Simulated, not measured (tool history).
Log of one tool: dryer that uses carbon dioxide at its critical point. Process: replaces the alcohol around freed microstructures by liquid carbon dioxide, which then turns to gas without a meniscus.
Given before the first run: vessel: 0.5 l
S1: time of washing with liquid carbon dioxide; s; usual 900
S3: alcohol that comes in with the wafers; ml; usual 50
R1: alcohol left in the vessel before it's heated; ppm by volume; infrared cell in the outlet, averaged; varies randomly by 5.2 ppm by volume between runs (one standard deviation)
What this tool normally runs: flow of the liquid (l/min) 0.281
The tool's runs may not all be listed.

{"run": 1, "day": 0.0, "S1": 900, "flow of the liquid (l/min)": 0.281, "S3": 50, "R1": 325}
{"day": 0.458, "done": "inlet filter changed"}
{"run": 2, "day": 1.058, "S1": 900, "flow of the liquid (l/min)": 0.281, "S3": 50, "R1": 162}
{"run": 3, "day": 1.7, "S1": 900, "flow of the liquid (l/min)": 0.281, "S3": 50, "R1": 173}
{"run": 4, "day": 2.792, "S1": 900, "flow of the liquid (l/min)": 0.232, "S3": 50, "R1": 396}
{"run": 5, "day": 3.325, "S1": 900, "flow of the liquid (l/min)": 0.281, "S3": 66, "R1": 211}
{"run": 6, "day": 4.475, "S1": 900, "flow of the liquid (l/min)": 0.281, "S3": 66, "R1": 228}
{"run": 7, "day": 5.238, "S1": 900, "flow of the liquid (l/min)": 0.281, "S3": 66, "R1": 230}
{"run": 8, "day": 6.058, "S1": 900, "flow of the liquid (l/min)": 0.281, "S3": 50, "R1": 200}
{"run": 9, "day": 7.117, "S1": 900, "flow of the liquid (l/min)": 0.342, "S3": 50, "R1": 105}
{"run": 10, "day": 7.808, "S1": 900, "flow of the liquid (l/min)": 0.342, "S3": 50, "R1": 108}
{"run": 11, "day": 8.612, "S1": 900, "flow of the liquid (l/min)": 0.342, "S3": 50, "R1": 112}
{"run": 12, "day": 9.567, "S1": 1080, "flow of the liquid (l/min)": 0.342, "S3": 50, "R1": 96}
{"run": 13, "day": 10.308, "S1": 1080, "flow of the liquid (l/min)": 0.342, "S3": 50, "R1": 98}
{"run": 14, "day": 11.025, "S1": 660, "flow of the liquid (l/min)": 0.342, "S3": 50, "R1": 370}
{"run": 15, "day": 12.008, "S1": 660, "flow of the liquid (l/min)": 0.342, "S3": 50, "R1": 377}
{"run": 16, "day": 13.208, "S1": 660, "flow of the liquid (l/min)": 0.342, "S3": 50, "R1": 412}
{"run": 17, "day": 14.162, "S1": 660, "flow of the liquid (l/min)": 0.342, "S3": 50, "R1": 420}
{"run": 18, "day": 15.238, "S1": 900, "flow of the liquid (l/min)": 0.281, "S3": 50, "R1": 264}
{"run": 19, "day": 15.779, "S1": 1200, "flow of the liquid (l/min)": 0.335, "S3": 65, "R1": 110}
{"run": 20, "day": 16.692, "S1": 1320, "flow of the liquid (l/min)": 0.183, "S3": 33, "R1": 245}
{"run": 21, "day": 17.488, "S1": 840, "flow of the liquid (l/min)": 0.288, "S3": 22, "R1": 194}
{"run": 22, "day": 18.546, "S1": 840, "flow of the liquid (l/min)": 0.348, "S3": 28, "R1": 141}
{"run": 23, "day": 19.108, "S1": 1320, "flow of the liquid (l/min)": 0.382, "S3": 42, "R1": 106}
{"run": 24, "day": 20.088, "S1": 780, "flow of the liquid (l/min)": 0.281, "S3": 50, "R1": 564}
{"run": 25, "day": 20.575, "S1": 780, "flow of the liquid (l/min)": 0.281, "S3": 50, "R1": 557}
{"run": 26, "day": 21.525, "S1": 780, "flow of the liquid (l/min)": 0.281, "S3": 50, "R1": 577}
{"run": 27, "day": 22.204, "S1": 780, "flow of the liquid (l/min)": 0.222, "S3": 50, "R1": 1527}
{"run": 28, "day": 23.038, "S1": 1140, "flow of the liquid (l/min)": 0.223, "S3": 32, "R1": 247}
{"run": 29, "day": 23.996, "S1": 1140, "flow of the liquid (l/min)": 0.223, "S3": 32, "R1": 253}
{"run": 30, "day": 24.842, "S1": 1140, "flow of the liquid (l/min)": 0.223, "S3": 32, "R1": 261}
{"run": 31, "day": 25.408, "S1": 1140, "flow of the liquid (l/min)": 0.223, "S3": 32, "R1": 268}
{"run": 32, "day": 26.533, "S1": 1320, "flow of the liquid (l/min)": 0.268, "S3": 67, "R1": 146}
{"day": 27.629, "done": "inlet filter changed"}
{"run": 33, "day": 27.629, "S1": 1320, "flow of the liquid (l/min)": 0.268, "S3": 28, "R1": 125}
{"run": 34, "day": 28.667, "S1": 900, "flow of the liquid (l/min)": 0.268, "S3": 23, "R1": 194}
{"run": 35, "day": 29.425, "S1": 900, "flow of the liquid (l/min)": 0.268, "S3": 23, "R1": 188}
{"run": 36, "day": 30.121, "S1": 900, "flow of the liquid (l/min)": 0.396, "S3": 21, "R1": 136}

Consider 5 possible next runs. They are alternatives, not a sequence: every one starts from the tool as it was left by run 36. What does each give?
{"run": "A", "day": 30.879, "S1": 840, "flow of the liquid (l/min)": 0.377, "S3": 31, "R1": "?"}
{"run": "B", "day": 30.879, "S1": 900, "flow of the liquid (l/min)": 0.199, "S3": 21, "R1": "?"}
{"run": "C", "day": 30.879, "S1": 900, "flow of the liquid (l/min)": 0.244, "S3": 21, "R1": "?"}
{"run": "D", "day": 30.879, "S1": 1260, "flow of the liquid (l/min)": 0.281, "S3": 43, "R1": "?"}
{"run": "E", "day": 30.879, "S1": 900, "flow of the liquid (l/min)": 0.396, "S3": 61, "R1": "?"}

run=A R1=139
run=B R1=432
run=C R1=233
run=D R1=142
run=E R1=134
Without the tool's hidden state the same runs would have given:
run=A R1=15
run=B R1=275
run=C R1=94
run=D R1=11
run=E R1=8

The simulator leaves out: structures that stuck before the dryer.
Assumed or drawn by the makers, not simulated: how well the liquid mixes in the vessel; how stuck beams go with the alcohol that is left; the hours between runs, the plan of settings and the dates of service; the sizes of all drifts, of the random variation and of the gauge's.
